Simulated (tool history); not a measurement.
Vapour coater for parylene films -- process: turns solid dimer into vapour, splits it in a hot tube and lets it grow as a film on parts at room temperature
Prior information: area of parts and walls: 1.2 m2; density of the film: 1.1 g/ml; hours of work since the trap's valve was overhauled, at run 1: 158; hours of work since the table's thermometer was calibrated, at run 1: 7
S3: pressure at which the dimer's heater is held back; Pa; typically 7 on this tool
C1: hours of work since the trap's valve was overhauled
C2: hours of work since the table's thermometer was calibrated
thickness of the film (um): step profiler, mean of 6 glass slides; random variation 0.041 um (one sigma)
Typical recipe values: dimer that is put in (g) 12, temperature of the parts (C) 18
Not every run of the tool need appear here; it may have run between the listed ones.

run 1 hour=0 | dimer_that_is_put_in_(g)=12 temperature_of_the_parts_(C)=18 S3=7 | C1=158 C2=7 | thickness_of_the_film_(um)=4.42
run 2 hour=59.6 | dimer_that_is_put_in_(g)=12 temperature_of_the_parts_(C)=18 S3=7 | C1=185 C2=34 | thickness_of_the_film_(um)=4.46
run 3 hour=95.9 | dimer_that_is_put_in_(g)=12 temperature_of_the_parts_(C)=18 S3=7 | C1=202 C2=50 | thickness_of_the_film_(um)=4.44
run 4 hour=149.8 | dimer_that_is_put_in_(g)=12 temperature_of_the_parts_(C)=18 S3=3.16 | C1=226 C2=74 | thickness_of_the_film_(um)=4.75
run 5 hour=193.5 | dimer_that_is_put_in_(g)=12 temperature_of_the_parts_(C)=18 S3=3.16 | C1=246 C2=94 | thickness_of_the_film_(um)=4.64
run 6 hour=247.5 | dimer_that_is_put_in_(g)=12 temperature_of_the_parts_(C)=18 S3=3.16 | C1=270 C2=118 | thickness_of_the_film_(um)=4.69
run 7 hour=300.3 | dimer_that_is_put_in_(g)=12 temperature_of_the_parts_(C)=18 S3=3.16 | C1=294 C2=142 | thickness_of_the_film_(um)=4.61
run 8 hour=331.3 | dimer_that_is_put_in_(g)=8 temperature_of_the_parts_(C)=18 S3=7 | C1=308 C2=156 | thickness_of_the_film_(um)=2.94
run 9 hour=374.2 | dimer_that_is_put_in_(g)=8 temperature_of_the_parts_(C)=18 S3=7 | C1=327 C2=176 | thickness_of_the_film_(um)=2.92
run 10 hour=430.2 | dimer_that_is_put_in_(g)=8 temperature_of_the_parts_(C)=18 S3=7 | C1=353 C2=201 | thickness_of_the_film_(um)=2.91
run 11 hour=485.4 | dimer_that_is_put_in_(g)=8 temperature_of_the_parts_(C)=18 S3=7 | C1=377 C2=226 | thickness_of_the_film_(um)=2.95
run 12 hour=518 | dimer_that_is_put_in_(g)=12 temperature_of_the_parts_(C)=18 S3=2.57 | C1=392 C2=240 | thickness_of_the_film_(um)=4.71
run 13 hour=560 | dimer_that_is_put_in_(g)=12 temperature_of_the_parts_(C)=18 S3=2.57 | C1=411 C2=259 | thickness_of_the_film_(um)=4.65
run 14 hour=611 | dimer_that_is_put_in_(g)=12 temperature_of_the_parts_(C)=18 S3=7 | C1=434 C2=282 | thickness_of_the_film_(um)=4.44
run 15 hour=650.6 | dimer_that_is_put_in_(g)=12 temperature_of_the_parts_(C)=18 S3=7 | C1=452 C2=300 | thickness_of_the_film_(um)=4.4
run 16 hour=686 | dimer_that_is_put_in_(g)=12 temperature_of_the_parts_(C)=18 S3=3.14 | C1=468 C2=316 | thickness_of_the_film_(um)=4.66
run 17 hour=734 | dimer_that_is_put_in_(g)=7 temperature_of_the_parts_(C)=18 S3=7.75 | C1=490 C2=338 | thickness_of_the_film_(um)=2.56
run 18 hour=785.3 | dimer_that_is_put_in_(g)=7 temperature_of_the_parts_(C)=18 S3=7.75 | C1=513 C2=361 | thickness_of_the_film_(um)=2.55
-- hour=817.6 trap's valve overhauled
run 19 hour=846.4 | dimer_that_is_put_in_(g)=7 temperature_of_the_parts_(C)=19 S3=8.59 | C1=13 C2=387 | thickness_of_the_film_(um)=2.46
run 20 hour=890 | dimer_that_is_put_in_(g)=7 temperature_of_the_parts_(C)=19 S3=8.59 | C1=33 C2=407 | thickness_of_the_film_(um)=2.48
run 21 hour=925.5 | dimer_that_is_put_in_(g)=17 temperature_of_the_parts_(C)=18 S3=2.88 | C1=49 C2=423 | thickness_of_the_film_(um)=6.68
run 22 hour=974.9 | dimer_that_is_put_in_(g)=17 temperature_of_the_parts_(C)=18 S3=6.58 | C1=71 C2=445 | thickness_of_the_film_(um)=6.34
run 23 hour=1007.9 | dimer_that_is_put_in_(g)=12 temperature_of_the_parts_(C)=27 S3=7.04 | C1=86 C2=460 | thickness_of_the_film_(um)=3.23
run 24 hour=1052 | dimer_that_is_put_in_(g)=6 temperature_of_the_parts_(C)=19 S3=6.78 | C1=106 C2=480 | thickness_of_the_film_(um)=2.16
run 25 hour=1087.8 | dimer_that_is_put_in_(g)=6 temperature_of_the_parts_(C)=19 S3=6.78 | C1=122 C2=496 | thickness_of_the_film_(um)=2.16
run 26 hour=1131.7 | dimer_that_is_put_in_(g)=6 temperature_of_the_parts_(C)=18 S3=7 | C1=142 C2=516 | thickness_of_the_film_(um)=2.23
run 27 hour=1176.4 | dimer_that_is_put_in_(g)=6 temperature_of_the_parts_(C)=13 S3=3.33 | C1=162 C2=536 | thickness_of_the_film_(um)=2.8
run 28 hour=1222.6 | dimer_that_is_put_in_(g)=15 temperature_of_the_parts_(C)=13 S3=3.33 | C1=183 C2=557 | thickness_of_the_film_(um)=7.06
run 29 hour=1275.9 | dimer_that_is_put_in_(g)=15 temperature_of_the_parts_(C)=13 S3=5.81 | C1=207 C2=581 | thickness_of_the_film_(um)=6.72

Forecast each of these 4 alternatives for the next run:
run A hour=1310.2 | dimer_that_is_put_in_(g)=6 temperature_of_the_parts_(C)=23 S3=2.08 | C1=222 C2=596 | thickness_of_the_film_(um)=?
run B hour=1310.2 | dimer_that_is_put_in_(g)=17 temperature_of_the_parts_(C)=18 S3=7 | C1=222 C2=596 | thickness_of_the_film_(um)=?
run C hour=1310.2 | dimer_that_is_put_in_(g)=13 temperature_of_the_parts_(C)=22 S3=6.08 | C1=222 C2=596 | thickness_of_the_film_(um)=?
run D hour=1310.2 | dimer_that_is_put_in_(g)=10 temperature_of_the_parts_(C)=13 S3=5.81 | C1=222 C2=596 | thickness_of_the_film_(um)=?

run=A thickness_of_the_film_(um)=2
run=B thickness_of_the_film_(um)=6.24
run=C thickness_of_the_film_(um)=4.2
run=D thickness_of_the_film_(um)=4.43
The same runs, with their run-to-run variation unchanged, on a tool lacking any hidden condition would have given:
run=A thickness_of_the_film_(um)=2
run=B thickness_of_the_film_(um)=6.25
run=C thickness_of_the_film_(um)=4.21
run=D thickness_of_the_film_(um)=4.44
